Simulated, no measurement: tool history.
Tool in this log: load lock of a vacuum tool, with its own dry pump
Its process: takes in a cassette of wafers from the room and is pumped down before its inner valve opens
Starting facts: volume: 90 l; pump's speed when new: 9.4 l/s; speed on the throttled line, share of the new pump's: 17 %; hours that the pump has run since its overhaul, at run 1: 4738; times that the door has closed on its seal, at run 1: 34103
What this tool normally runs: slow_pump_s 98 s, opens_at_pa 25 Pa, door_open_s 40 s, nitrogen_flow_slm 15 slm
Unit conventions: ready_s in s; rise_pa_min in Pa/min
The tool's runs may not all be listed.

| run | hour | slow_pump_s | opens_at_pa | door_open_s | nitrogen_flow_slm | hours that the pump has run since its overhaul | times that the door has closed on its seal | incoming humidity of the room's air, % | ready_s | rise_pa_min |
|---|---|---|---|---|---|---|---|---|---|---|
| 1 | 0 | 98 | 25 | 40 | 15 | 4738 | 34103 | 44.6 | 161.8 | 0.177 |
| 2 | 76.9 | 98 | 25 | 40 | 15 | 4815 | 34476 | 48.5 | 164.1 | 0.179 |
| 3 | 184.9 | 98 | 25 | 76 | 15 | 4923 | 35001 | 42.9 | 165.4 | 0.191 |
| 4 | 312.1 | 98 | 25 | 76 | 15 | 5050 | 35620 | 43.4 | 163.2 | 0.194 |
| 5 | 432.7 | 98 | 25 | 76 | 15 | 5171 | 36206 | 45.7 | 163.3 | 0.2 |
| 6 | 572.2 | 98 | 25 | 40 | 15 | 5310 | 36884 | 42.5 | 163.4 | 0.195 |
| 7 | 731.4 | 98 | 25 | 54 | 15 | 5469 | 37657 | 48.3 | 163.6 | 0.212 |
| 8 | 897.5 | 98 | 25 | 40 | 15 | 5635 | 38465 | 43.6 | 162.7 | 0.205 |
| 9 | 986.7 | 98 | 25 | 40 | 44 | 5725 | 38898 | 44.7 | 162.8 | 0.202 |
| 10 | 1153.8 | 98 | 25 | 40 | 44 | 5892 | 39710 | 46.6 | 165.3 | 0.208 |
| 11 | 1285.1 | 98 | 25 | 40 | 44 | 6023 | 40349 | 45.9 | 164.1 | 0.206 |
| 12 | 1386.8 | 98 | 25 | 40 | 44 | 6125 | 40843 | 43.4 | 166.3 | 0.21 |
| 13 | 1485.7 | 98 | 25 | 40 | 44 | 6224 | 41324 | 46.6 | 164 | 0.22 |
| 14 | 1636.9 | 98 | 25 | 40 | 44 | 6375 | 42059 | 44.1 | 164.9 | 0.22 |
| 15 | 1752.1 | 98 | 25 | 40 | 44 | 6490 | 42619 | 44.9 | 165 | 0.223 |
| 16 | 1889.4 | 98 | 25 | 40 | 44 | 6627 | 43286 | 47.7 | 165 | 0.227 |
| 17 | 1957.3 | 98 | 25 | 40 | 11 | 6695 | 43616 | 47.3 | 165.9 | 0.255 |
| 18 | 2028.3 | 98 | 25 | 40 | 11 | 6766 | 43961 | 42.7 | 163.4 | 0.25 |
| 19 | 2174.3 | 177 | 22 | 40 | 11 | 6912 | 44671 | 48.2 | 227.6 | 0.259 |
| 20 | 2293.6 | 177 | 21 | 40 | 34 | 7031 | 45250 | 47.6 | 230.3 | 0.245 |
| 21 | 2450.6 | 148 | 25 | 163 | 15 | 7188 | 46014 | 44.2 | 204.9 | 0.284 |
| 22 | 2542.1 | 51 | 22 | 49 | 11 | 7280 | 46458 | 44.1 | 126.7 | 0.272 |
| 23 | 2637 | 99 | 25 | 40 | 15 | 7375 | 46920 | 42.2 | 165.2 | 0.273 |
| 24 | 2717.8 | 196 | 38 | 88 | 12 | 7456 | 47312 | 48.4 | 240.9 | 0.298 |
| 25 | 2869.7 | 196 | 38 | 88 | 12 | 7608 | 48051 | 42.1 | 240.9 | 0.285 |
| 26 | 3017.1 | 196 | 38 | 88 | 12 | 7755 | 48767 | 46.7 | 242.7 | 0.305 |
| 27 | 3133 | 147 | 23 | 40 | 15 | 7871 | 49330 | 46.2 | 206.3 | 0.291 |
| 28 | 3264.5 | 147 | 23 | 40 | 15 | 8002 | 49969 | 44.6 | 205.3 | 0.3 |
| 29 | 3427.6 | 98 | 25 | 51 | 9 | 8165 | 50762 | 44.4 | 165 | 0.313 |
| 30 | 3592.8 | 98 | 25 | 142 | 9 | 8331 | 51565 | 43.1 | 165.7 | 0.341 |
| 31 | 3677.3 | 98 | 25 | 142 | 9 | 8415 | 51976 | 44.9 | 165.7 | 0.35 |
| 32 | 3763.3 | 98 | 37 | 44 | 28 | 8501 | 52394 | 42.6 | 161.6 | 0.311 |
| 33 | 3919.6 | 98 | 35 | 31 | 28 | 8657 | 53153 | 44.1 | 162.9 | 0.304 |
| 34 | 3990.1 | 145 | 43 | 45 | 28 | 8728 | 53496 | 45.6 | 202.1 | 0.315 |
| 35 | 4144.5 | 145 | 43 | 45 | 28 | 8882 | 54247 | 44.7 | 198.5 | 0.326 |
| 36 | 4277.6 | 145 | 43 | 45 | 28 | 9015 | 54894 | 42.2 | 198.7 | 0.33 |

Branching from run 36: 3 alternative next runs. What would each branch give?
| A | 4370.4 | 52 | 44 | 46 | 15 | 9108 | 55344 | 46.9 | ? | ? |
| B | 4370.4 | 65 | 47 | 45 | 28 | 9108 | 55344 | 44.8 | ? | ? |
| C | 4370.4 | 110 | 20 | 231 | 28 | 9108 | 55344 | 47.7 | ? | ? |

| run | ready_s | rise_pa_min |
|---|---|---|
| A | 123.5 | 0.345 |
| B | 133.1 | 0.341 |
| C | 179.8 | 0.365 |
Had the tool no hidden state, the same runs would have come out as:
| run | ready_s | rise_pa_min |
|---|---|---|
| A | 118.2 | 0.036 |
| B | 128.2 | 0.03 |
| C | 174.9 | 0.056 |
